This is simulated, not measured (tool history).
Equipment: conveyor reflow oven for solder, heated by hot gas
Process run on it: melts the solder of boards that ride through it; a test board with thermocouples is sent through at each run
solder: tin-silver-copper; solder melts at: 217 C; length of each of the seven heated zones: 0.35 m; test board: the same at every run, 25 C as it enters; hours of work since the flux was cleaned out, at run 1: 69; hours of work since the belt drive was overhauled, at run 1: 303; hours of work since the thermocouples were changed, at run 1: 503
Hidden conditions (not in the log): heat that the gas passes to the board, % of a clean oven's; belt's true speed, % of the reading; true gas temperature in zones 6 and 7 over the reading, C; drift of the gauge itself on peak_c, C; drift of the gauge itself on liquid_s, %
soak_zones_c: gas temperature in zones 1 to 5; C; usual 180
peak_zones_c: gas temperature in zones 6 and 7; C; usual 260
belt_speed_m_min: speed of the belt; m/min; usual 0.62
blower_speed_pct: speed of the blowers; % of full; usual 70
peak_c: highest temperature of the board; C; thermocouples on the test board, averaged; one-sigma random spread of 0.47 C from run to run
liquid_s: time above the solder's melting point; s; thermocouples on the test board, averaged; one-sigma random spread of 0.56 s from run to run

| run | hour | soak_zones_c | peak_zones_c | belt_speed_m_min | blower_speed_pct | hours of work since the flux was cleaned out | hours of work since the belt drive was overhauled | hours of work since the thermocouples were changed | peak_c | liquid_s |
|---|---|---|---|---|---|---|---|---|---|---|
| 1 | 0.0 | 180 | 260 | 0.62 | 70 | 69 | 303 | 503 | 241.3 | 43.2 |
| 2 | 15.5 | 180 | 260 | 0.62 | 70 | 78 | 313 | 512 | 241.6 | 43.5 |
| 3 | 23.2 | 180 | 260 | 0.62 | 70 | 83 | 317 | 517 | 241.7 | 43.5 |
|  | 35.2 | thermocouples of zones 6 and 7 changed |
| 4 | 40.9 | 180 | 260 | 0.62 | 70 | 92 | 327 | 3 | 240.1 | 41.8 |
| 5 | 55.1 | 180 | 260 | 0.62 | 70 | 101 | 335 | 12 | 239.1 | 42.7 |
| 6 | 69.4 | 180 | 260 | 0.62 | 70 | 109 | 344 | 21 | 239.7 | 41.3 |
| 7 | 85.4 | 180 | 274 | 0.62 | 70 | 119 | 354 | 30 | 251.0 | 50.6 |
| 8 | 102.0 | 180 | 274 | 0.62 | 70 | 129 | 364 | 40 | 250.4 | 49.7 |

Estimate the outcome of run 9 from the log above:
| 9 | 109.6 | 169 | 251 | 0.62 | 70 | 134 | 368 | 45 | ? | ? |

{"run 9": {"peak_c": 229.6, "liquid_s": 26.8}}
With the hidden condition absent and the run-to-run variation left alone, this run would have shown peak_c 230.9 C, liquid_s 28.8 s.
